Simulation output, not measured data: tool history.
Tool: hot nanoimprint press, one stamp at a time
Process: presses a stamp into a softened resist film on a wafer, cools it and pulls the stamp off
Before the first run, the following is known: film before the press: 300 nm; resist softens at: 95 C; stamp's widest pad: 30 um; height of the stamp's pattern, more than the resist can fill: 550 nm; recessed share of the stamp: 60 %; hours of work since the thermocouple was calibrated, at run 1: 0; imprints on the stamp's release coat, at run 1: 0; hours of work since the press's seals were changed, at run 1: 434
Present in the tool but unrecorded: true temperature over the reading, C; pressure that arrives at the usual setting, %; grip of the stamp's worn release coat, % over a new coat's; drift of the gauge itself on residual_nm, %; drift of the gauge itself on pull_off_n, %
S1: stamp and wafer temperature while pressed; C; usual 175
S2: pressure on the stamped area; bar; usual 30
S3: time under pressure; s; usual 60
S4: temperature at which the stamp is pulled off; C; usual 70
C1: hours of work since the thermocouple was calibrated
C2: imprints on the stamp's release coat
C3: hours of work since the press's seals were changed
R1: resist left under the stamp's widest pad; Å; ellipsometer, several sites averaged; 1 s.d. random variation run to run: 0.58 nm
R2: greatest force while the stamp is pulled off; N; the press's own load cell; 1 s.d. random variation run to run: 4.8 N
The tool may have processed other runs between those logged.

run 1 hour=0 | S1=175 S2=30 S3=60 S4=70 | C1=0 C2=0 C3=434 | R1=1399 R2=243
run 2 hour=32.6 | S1=175 S2=37.7 S3=60 S4=70 | C1=18 C2=124 C3=452 | R1=1264 R2=250
run 3 hour=68.6 | S1=175 S2=37.7 S3=60 S4=70 | C1=38 C2=261 C3=472 | R1=1268 R2=261
run 4 hour=88.2 | S1=175 S2=37.7 S3=60 S4=70 | C1=49 C2=335 C3=482 | R1=1259 R2=258
run 5 hour=126.2 | S1=175 S2=18.8 S3=60 S4=70 | C1=70 C2=479 C3=503 | R1=1664 R2=255
run 6 hour=148 | S1=175 S2=18.8 S3=60 S4=70 | C1=82 C2=563 C3=516 | R1=1649 R2=259
run 7 hour=168.9 | S1=175 S2=30 S3=60 S4=70 | C1=94 C2=642 C3=527 | R1=1386 R2=274
run 8 hour=213.3 | S1=175 S2=30 S3=60 S4=76 | C1=118 C2=811 C3=552 | R1=1382 R2=243
run 9 hour=237.2 | S1=181 S2=30 S3=60 S4=70 | C1=131 C2=902 C3=565 | R1=1115 R2=288
run 10 hour=264.4 | S1=175 S2=30 S3=60 S4=71 | C1=146 C2=1005 C3=580 | R1=1369 R2=282
run 11 hour=284.8 | S1=175 S2=30 S3=60 S4=71 | C1=158 C2=1083 C3=591 | R1=1373 R2=299
run 12 hour=312.3 | S1=175 S2=45.1 S3=60 S4=70 | C1=173 C2=1187 C3=607 | R1=1150 R2=308
run 13 hour=356.6 | S1=175 S2=35.2 S3=60 S4=70 | C1=197 C2=1356 C3=631 | R1=1272 R2=323
-- hour=364.7 stamp cleaned and given a new release coat
run 14 hour=382.5 | S1=165 S2=35.2 S3=60 S4=70 | C1=208 C2=67 C3=642 | R1=1808 R2=238
run 15 hour=419.9 | S1=165 S2=35.2 S3=60 S4=70 | C1=229 C2=210 C3=663 | R1=1816 R2=239
run 16 hour=446.6 | S1=165 S2=35.2 S3=60 S4=70 | C1=244 C2=311 C3=678 | R1=1799 R2=253
run 17 hour=473.4 | S1=163 S2=29.6 S3=60 S4=56 | C1=259 C2=413 C3=692 | R1=2033 R2=339
run 18 hour=497.6 | S1=184 S2=32 S3=30 S4=71 | C1=272 C2=505 C3=706 | R1=1296 R2=255
run 19 hour=523.6 | S1=184 S2=32 S3=30 S4=71 | C1=287 C2=604 C3=720 | R1=1292 R2=254
run 20 hour=555.9 | S1=175 S2=30 S3=74 S4=58 | C1=305 C2=727 C3=738 | R1=1235 R2=358
run 21 hour=575.8 | S1=175 S2=30 S3=74 S4=58 | C1=316 C2=802 C3=749 | R1=1237 R2=352
run 22 hour=597.8 | S1=169 S2=22.8 S3=60 S4=58 | C1=328 C2=886 C3=761 | R1=1815 R2=380
run 23 hour=631.8 | S1=174 S2=39.6 S3=30 S4=74 | C1=347 C2=1015 C3=780 | R1=1616 R2=255
run 24 hour=674 | S1=183 S2=24.7 S3=49 S4=59 | C1=370 C2=1176 C3=804 | R1=1209 R2=385
run 25 hour=714.5 | S1=166 S2=19.3 S3=60 S4=70 | C1=392 C2=1330 C3=826 | R1=2063 R2=306
-- hour=730 stamp cleaned and given a new release coat
run 26 hour=756.9 | S1=166 S2=20.4 S3=60 S4=57 | C1=413 C2=102 C3=846 | R1=2030 R2=315
run 27 hour=781.7 | S1=166 S2=20.4 S3=60 S4=57 | C1=426 C2=197 C3=860 | R1=2040 R2=319
run 28 hour=805.8 | S1=175 S2=19.1 S3=34 S4=60 | C1=440 C2=288 C3=873 | R1=1922 R2=313
run 29 hour=824 | S1=175 S2=25.8 S3=60 S4=60 | C1=450 C2=357 C3=883 | R1=1419 R2=316
run 30 hour=863.8 | S1=175 S2=30 S3=88 S4=73 | C1=472 C2=509 C3=905 | R1=1138 R2=242
run 31 hour=904.9 | S1=175 S2=40.1 S3=89 S4=73 | C1=494 C2=665 C3=928 | R1=992 R2=237

How the hidden state differs across the entries between the runs, from the last listed run before each to the first after it:
Runs 13 to 14: stamp cleaned and given a new release coat (hour 364.7)
  true temperature over the reading, C: 0.64 -> 0.67; pressure that arrives at the usual setting, %: 98.74 -> 98.72; grip of the stamp's worn release coat, % over a new coat's: 35.3 -> 1.7
  measured minus no-state result, R1: -21 -> -32 Å; R2: +80 -> +0 N
Runs 25 to 26: stamp cleaned and given a new release coat (hour 730)
  true temperature over the reading, C: 1.32 -> 1.39; pressure that arrives at the usual setting, %: 98.34 -> 98.29; grip of the stamp's worn release coat, % over a new coat's: 34.6 -> 2.6
  measured minus no-state result, R1: -66 -> -70 Å; R2: +71 -> +0 N
